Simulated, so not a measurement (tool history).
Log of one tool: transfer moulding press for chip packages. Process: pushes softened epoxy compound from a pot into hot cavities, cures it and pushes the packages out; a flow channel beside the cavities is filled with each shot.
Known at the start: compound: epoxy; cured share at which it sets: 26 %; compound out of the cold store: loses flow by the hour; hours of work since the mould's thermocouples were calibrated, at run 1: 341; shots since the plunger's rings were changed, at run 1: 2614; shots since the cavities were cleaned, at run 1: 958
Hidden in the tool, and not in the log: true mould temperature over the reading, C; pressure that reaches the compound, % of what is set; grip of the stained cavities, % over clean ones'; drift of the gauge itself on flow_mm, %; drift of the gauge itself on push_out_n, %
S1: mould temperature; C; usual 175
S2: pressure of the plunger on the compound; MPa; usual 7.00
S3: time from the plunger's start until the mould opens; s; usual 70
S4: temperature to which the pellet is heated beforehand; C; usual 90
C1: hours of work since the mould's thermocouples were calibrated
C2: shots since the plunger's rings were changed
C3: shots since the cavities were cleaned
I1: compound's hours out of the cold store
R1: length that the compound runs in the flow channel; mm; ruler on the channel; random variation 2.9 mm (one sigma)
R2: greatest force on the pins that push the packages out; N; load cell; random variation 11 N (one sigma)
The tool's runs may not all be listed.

run	hour	S1	S2	S3	S4	C1	C2	C3	I1	R1	R2
1	0.0	175	7.00	70	90	341	2614	958	16.5	1020	568
# hour 14.9: cavities cleaned with cleaning compound and waxed
2	17.0	175	6.34	70	90	350	2802	25	12.7	1003	575
3	39.8	175	7.00	97	90	363	3078	301	36.9	878	405
# hour 70.9: plunger's sealing rings changed
4	75.4	169	7.00	70	90	381	55	704	42.6	861	790
# hour 110.3: cavities cleaned with cleaning compound and waxed
5	112.2	169	7.00	70	90	401	483	24	31.8	934	788
6	133.0	175	7.00	70	90	413	736	277	42.2	850	529
7	160.7	175	7.00	70	90	428	1071	612	39.6	866	540
# hour 177.8: mould's thermocouples calibrated
8	191.9	175	7.00	70	90	8	1426	967	11.9	1061	577
# hour 204.9: cavities cleaned with cleaning compound and waxed
9	220.3	170	7.00	70	90	23	1753	187	18.8	1027	780
10	247.0	175	7.00	70	90	38	2077	511	19.5	1006	554
11	268.1	175	7.00	70	90	50	2334	768	19.0	1001	548
12	287.8	175	7.00	70	90	61	2572	1006	42.7	843	513
# hour 300.4: cavities cleaned with cleaning compound and waxed
13	326.3	175	7.00	70	90	82	3021	313	21.5	986	561
14	352.4	175	7.00	70	90	97	3339	631	24.9	966	537
# hour 360.6: plunger's sealing rings changed
15	375.4	181	5.81	70	90	108	181	880	23.4	868	444
# hour 396.2: cavities cleaned with cleaning compound and waxed
16	409.1	181	7.85	102	90	126	572	157	37.6	905	400
17	427.2	175	7.00	66	89	136	791	376	41.4	853	609
18	452.4	175	7.00	66	89	150	1097	682	24.2	972	622
19	484.1	179	6.75	77	83	168	1481	1066	26.9	922	437
# hour 490.9: cavities cleaned with cleaning compound and waxed
20	521.4	179	6.75	77	83	188	1917	371	39.1	845	428
21	554.3	179	6.75	77	83	207	2316	770	16.1	995	427
# hour 584.7: cavities cleaned with cleaning compound and waxed
22	592.5	173	6.75	77	83	228	2761	95	16.8	1013	519
23	619.5	177	6.85	105	90	243	3089	423	34.8	873	404
24	635.0	177	6.85	105	90	251	3277	611	34.9	874	407
# hour 648.0: plunger's sealing rings changed
25	653.4	179	5.43	99	83	260	65	804	30.1	808	420
# hour 680.5: cavities cleaned with cleaning compound and waxed
26	688.3	176	7.00	101	93	279	471	95	42.6	841	402
27	714.4	178	7.32	90	83	294	788	412	45.0	843	422

How the hidden state differs across the entries between the runs, from the last listed run before each to the first after it:
Between runs 1 and 2: cavities cleaned with cleaning compound and waxed (hour 14.9)
  grip of the stained cavities, % over clean ones': 0.9 -> 0.1
Between runs 3 and 4: plunger's sealing rings changed (hour 70.9)
  pressure that reaches the compound, % of what is set: 99.89 -> 100; grip of the stained cavities, % over clean ones': 0.5 -> 0.8
Between runs 4 and 5: cavities cleaned with cleaning compound and waxed (hour 110.3)
  pressure that reaches the compound, % of what is set: 100 -> 99.98; grip of the stained cavities, % over clean ones': 0.8 -> 0.1
Between runs 7 and 8: mould's thermocouples calibrated (hour 177.8)
  true mould temperature over the reading, C: 0.01 -> 0; pressure that reaches the compound, % of what is set: 99.96 -> 99.94; grip of the stained cavities, % over clean ones': 0.8 -> 0.9
Between runs 8 and 9: cavities cleaned with cleaning compound and waxed (hour 204.9)
  pressure that reaches the compound, % of what is set: 99.94 -> 99.93; grip of the stained cavities, % over clean ones': 0.9 -> 0.4
Between runs 12 and 13: cavities cleaned with cleaning compound and waxed (hour 300.4)
  pressure that reaches the compound, % of what is set: 99.9 -> 99.89; grip of the stained cavities, % over clean ones': 0.9 -> 0.6
Between runs 14 and 15: plunger's sealing rings changed (hour 360.6)
  true mould temperature over the reading, C: 0 -> 0.01; pressure that reaches the compound, % of what is set: 99.88 -> 99.99; grip of the stained cavities, % over clean ones': 0.8 -> 0.9
Between runs 15 and 16: cavities cleaned with cleaning compound and waxed (hour 396.2)
  pressure that reaches the compound, % of what is set: 99.99 -> 99.97; grip of the stained cavities, % over clean ones': 0.9 -> 0.3
Between runs 19 and 20: cavities cleaned with cleaning compound and waxed (hour 490.9)
  pressure that reaches the compound, % of what is set: 99.94 -> 99.93; grip of the stained cavities, % over clean ones': 0.9 -> 0.6
Between runs 21 and 22: cavities cleaned with cleaning compound and waxed (hour 584.7)
  pressure that reaches the compound, % of what is set: 99.91 -> 99.9; grip of the stained cavities, % over clean ones': 0.9 -> 0.2
Between runs 24 and 25: plunger's sealing rings changed (hour 648.0)
  pressure that reaches the compound, % of what is set: 99.88 -> 100; grip of the stained cavities, % over clean ones': 0.8 -> 0.9
Between runs 25 and 26: cavities cleaned with cleaning compound and waxed (hour 680.5)
  pressure that reaches the compound, % of what is set: 100 -> 99.98; grip of the stained cavities, % over clean ones': 0.9 -> 0.2
